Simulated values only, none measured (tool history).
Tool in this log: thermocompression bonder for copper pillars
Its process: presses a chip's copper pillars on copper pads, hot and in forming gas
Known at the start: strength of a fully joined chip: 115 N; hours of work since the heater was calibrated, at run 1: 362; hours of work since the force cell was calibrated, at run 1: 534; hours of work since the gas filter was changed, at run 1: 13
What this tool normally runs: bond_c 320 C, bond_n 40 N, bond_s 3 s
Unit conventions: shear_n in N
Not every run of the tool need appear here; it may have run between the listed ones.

run,hour,bond_c,bond_n,bond_s,hours of work since the heater was calibrated,hours of work since the force cell was calibrated,hours of work since the gas filter was changed,shear_n
1,0,320,40,3,362,534,13,52.2
2,88.8,320,40,4,409,581,60,56.7
3,169.3,320,34,4,451,623,102,49.4
4,234.6,296,34,4,486,657,137,38.2
5,277.5,320,40,3,508,680,159,49.2
6,323,320,40,3,532,704,183,48.7
7,383.2,320,40,3,564,736,215,48.6
8,455.5,320,40,3,602,774,253,47.1
9,492,320,40,3,621,793,272,46.6
# hour 508.4: forming gas filter changed
10,536.2,320,40,3,644,816,15,50.4
11,591.2,331,40,3,673,845,44,55.1
# hour 612.9: heater calibrated with a thermocouple chip
12,679.5,331,40,3,35,890,89,59.8

Below are 5 alternative next runs, each starting from the tool's condition after run 12. Predict each:
A,738.7,347,40,3,66,921,120,?
B,738.7,313,40,9,66,921,120,?
C,738.7,325,52,2,66,921,120,?
D,738.7,321,48,5,66,921,120,?
E,738.7,320,31,3,66,921,120,?

run,shear_n
A,66.7
B,73.3
C,58.8
D,72
E,44.3
Had the tool no hidden state, the same runs would have come out as:
run,shear_n
A,65.7
B,72.5
C,57.7
D,71.2
E,43.1

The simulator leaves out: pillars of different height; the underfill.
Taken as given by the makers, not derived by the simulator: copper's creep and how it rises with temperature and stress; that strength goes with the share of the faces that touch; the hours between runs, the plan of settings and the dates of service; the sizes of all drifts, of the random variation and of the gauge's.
